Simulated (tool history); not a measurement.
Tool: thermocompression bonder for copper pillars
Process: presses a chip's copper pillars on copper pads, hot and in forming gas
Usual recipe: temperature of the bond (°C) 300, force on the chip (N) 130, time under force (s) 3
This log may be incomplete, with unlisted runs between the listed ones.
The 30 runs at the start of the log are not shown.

run	day	temperature of the bond (°C)	force on the chip (N)	time under force (s)	hours of work since the heater was calibrated	hours of work since the force cell was calibrated	hours of work since the gas filter was changed	force that shears a chip off (N)
31	37.571	301	88	4	402	838	123	56.2
32	38.562	282	88	2	418	854	139	32.9
33	40.300	298	130	2	446	883	167	50.6
34	41.475	298	130	2	465	902	186	50.2
35	42.504	300	93	3	482	918	203	52.7
36	44.000	300	93	3	507	943	227	51.4
37	45.112	294	119	3	525	961	246	53.7
38	46.125	284	88	3	541	977	262	41.2
39	47.033	313	194	5	556	992	277	93.9

5 ways to go on from here, each from the tool as it stands after run 39. What would each give?
A	48.721	279	194	5	583	1020	304	?
B	48.721	302	194	7	583	1020	304	?
C	48.721	315	164	7	583	1020	304	?
D	48.721	285	130	4	583	1020	304	?
E	48.721	313	194	3	583	1020	304	?

run	force that shears a chip off (N)
A	68.2
B	94.1
C	102.4
D	55.5
E	83.6
With no hidden state in the tool, these same runs would have given:
run	force that shears a chip off (N)
A	68.6
B	94.6
C	102.9
D	55.9
E	84.1

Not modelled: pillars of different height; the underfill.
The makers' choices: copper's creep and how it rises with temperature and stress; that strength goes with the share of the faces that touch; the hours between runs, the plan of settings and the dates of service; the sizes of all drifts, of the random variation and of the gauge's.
